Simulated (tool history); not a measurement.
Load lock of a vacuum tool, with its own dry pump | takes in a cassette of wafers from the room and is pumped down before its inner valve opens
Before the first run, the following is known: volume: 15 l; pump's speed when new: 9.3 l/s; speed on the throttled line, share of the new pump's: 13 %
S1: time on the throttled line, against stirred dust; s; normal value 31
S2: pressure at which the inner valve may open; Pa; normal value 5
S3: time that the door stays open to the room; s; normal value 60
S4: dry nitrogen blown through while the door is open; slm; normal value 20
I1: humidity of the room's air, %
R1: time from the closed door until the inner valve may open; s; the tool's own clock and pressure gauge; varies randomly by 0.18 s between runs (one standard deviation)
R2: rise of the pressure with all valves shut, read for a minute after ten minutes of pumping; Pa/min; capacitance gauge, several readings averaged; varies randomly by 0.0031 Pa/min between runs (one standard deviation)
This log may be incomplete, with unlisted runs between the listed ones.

{"run": 1, "hour": 0.0, "S1": 31, "S2": 5, "S3": 60, "S4": 20, "I1": 48.0, "R1": 43.6, "R2": 0.079}
{"run": 2, "hour": 496.9, "S1": 31, "S2": 5, "S3": 60, "S4": 20, "I1": 47.8, "R1": 43.3, "R2": 0.081}
{"run": 3, "hour": 1037.6, "S1": 31, "S2": 5, "S3": 60, "S4": 20, "I1": 43.2, "R1": 43.4, "R2": 0.08}
{"run": 4, "hour": 1495.9, "S1": 31, "S2": 5, "S3": 60, "S4": 20, "I1": 45.5, "R1": 43.5, "R2": 0.077}
{"run": 5, "hour": 1906.3, "S1": 31, "S2": 5, "S3": 60, "S4": 20, "I1": 44.5, "R1": 43.5, "R2": 0.076}
{"run": 6, "hour": 2448.2, "S1": 31, "S2": 5, "S3": 60, "S4": 20, "I1": 46.4, "R1": 43.5, "R2": 0.078}
{"run": 7, "hour": 2778.2, "S1": 31, "S2": 4, "S3": 60, "S4": 20, "I1": 46.3, "R1": 43.7, "R2": 0.076}
{"run": 8, "hour": 3112.1, "S1": 31, "S2": 5, "S3": 60, "S4": 20, "I1": 45.1, "R1": 43.4, "R2": 0.076}
{"run": 9, "hour": 3528.5, "S1": 31, "S2": 5, "S3": 60, "S4": 20, "I1": 42.0, "R1": 42.8, "R2": 0.074}
{"run": 10, "hour": 3808.7, "S1": 23, "S2": 5, "S3": 60, "S4": 20, "I1": 44.7, "R1": 36.5, "R2": 0.073}
{"run": 11, "hour": 4318.0, "S1": 31, "S2": 5, "S3": 60, "S4": 20, "I1": 44.4, "R1": 43.4, "R2": 0.074}
{"run": 12, "hour": 4636.4, "S1": 31, "S2": 5, "S3": 60, "S4": 20, "I1": 43.7, "R1": 43.3, "R2": 0.075}
{"hour": 4947.4, "done": "door's seal changed, seat wiped"}
{"run": 13, "hour": 5073.7, "S1": 32, "S2": 5, "S3": 60, "S4": 20, "I1": 42.0, "R1": 44.1, "R2": 0.073}
{"run": 14, "hour": 5539.9, "S1": 32, "S2": 5, "S3": 60, "S4": 20, "I1": 46.0, "R1": 44.4, "R2": 0.075}
{"run": 15, "hour": 5921.8, "S1": 32, "S2": 5, "S3": 60, "S4": 20, "I1": 45.3, "R1": 44.4, "R2": 0.071}
{"run": 16, "hour": 6429.6, "S1": 31, "S2": 5, "S3": 60, "S4": 20, "I1": 48.9, "R1": 43.5, "R2": 0.079}
{"run": 17, "hour": 6897.8, "S1": 31, "S2": 5, "S3": 60, "S4": 20, "I1": 45.0, "R1": 43.5, "R2": 0.072}
{"run": 18, "hour": 7394.0, "S1": 31, "S2": 5, "S3": 60, "S4": 20, "I1": 44.0, "R1": 43.4, "R2": 0.069}
{"run": 19, "hour": 7919.2, "S1": 31, "S2": 5, "S3": 60, "S4": 44, "I1": 49.9, "R1": 43.4, "R2": 0.062}
{"run": 20, "hour": 8369.9, "S1": 39, "S2": 8, "S3": 60, "S4": 20, "I1": 45.0, "R1": 49.4, "R2": 0.079}
{"run": 21, "hour": 8801.0, "S1": 29, "S2": 6, "S3": 60, "S4": 20, "I1": 47.4, "R1": 41.2, "R2": 0.08}
{"run": 22, "hour": 9242.8, "S1": 27, "S2": 6, "S3": 36, "S4": 5, "I1": 45.6, "R1": 39.7, "R2": 0.082}
{"run": 23, "hour": 9476.0, "S1": 31, "S2": 5, "S3": 149, "S4": 20, "I1": 43.5, "R1": 43.3, "R2": 0.141}
{"run": 24, "hour": 9737.3, "S1": 47, "S2": 5, "S3": 60, "S4": 21, "I1": 45.3, "R1": 57.2, "R2": 0.07}
{"run": 25, "hour": 10126.5, "S1": 47, "S2": 5, "S3": 60, "S4": 21, "I1": 45.8, "R1": 57.6, "R2": 0.074}
{"hour": 10253.4, "done": "dry pump taken out, an overhauled one fitted"}
{"run": 26, "hour": 10624.8, "S1": 31, "S2": 4, "S3": 181, "S4": 15, "I1": 45.2, "R1": 43.8, "R2": 0.191}
{"run": 27, "hour": 11021.1, "S1": 35, "S2": 4, "S3": 181, "S4": 15, "I1": 46.0, "R1": 47.3, "R2": 0.196}
{"run": 28, "hour": 11297.3, "S1": 35, "S2": 4, "S3": 181, "S4": 15, "I1": 43.7, "R1": 47.1, "R2": 0.181}
{"run": 29, "hour": 11519.7, "S1": 31, "S2": 5, "S3": 169, "S4": 20, "I1": 49.0, "R1": 43.4, "R2": 0.172}
{"run": 30, "hour": 11958.3, "S1": 31, "S2": 5, "S3": 169, "S4": 20, "I1": 43.3, "R1": 43.2, "R2": 0.152}
{"run": 31, "hour": 12209.3, "S1": 33, "S2": 4, "S3": 169, "S4": 28, "I1": 45.4, "R1": 45.5, "R2": 0.139}
{"run": 32, "hour": 12491.2, "S1": 18, "S2": 9, "S3": 45, "S4": 6, "I1": 46.8, "R1": 31.1, "R2": 0.092}
{"run": 33, "hour": 12716.6, "S1": 52, "S2": 5, "S3": 81, "S4": 37, "I1": 49.1, "R1": 62.2, "R2": 0.077}
{"run": 34, "hour": 13131.1, "S1": 52, "S2": 8, "S3": 81, "S4": 37, "I1": 44.7, "R1": 60.9, "R2": 0.068}
{"run": 35, "hour": 13598.0, "S1": 52, "S2": 8, "S3": 81, "S4": 37, "I1": 47.4, "R1": 60.9, "R2": 0.072}

Forecast run 36:
{"run": 36, "hour": 13946.9, "S1": 45, "S2": 5, "S3": 60, "S4": 17, "I1": 51.0, "R1": "?", "R2": "?"}

Run 36 yielded R1 55.6 s, R2 0.088 Pa/min.
With the hidden condition absent and the run-to-run variation left alone, this run would have shown R1 55.6 s, R2 0.087 Pa/min.

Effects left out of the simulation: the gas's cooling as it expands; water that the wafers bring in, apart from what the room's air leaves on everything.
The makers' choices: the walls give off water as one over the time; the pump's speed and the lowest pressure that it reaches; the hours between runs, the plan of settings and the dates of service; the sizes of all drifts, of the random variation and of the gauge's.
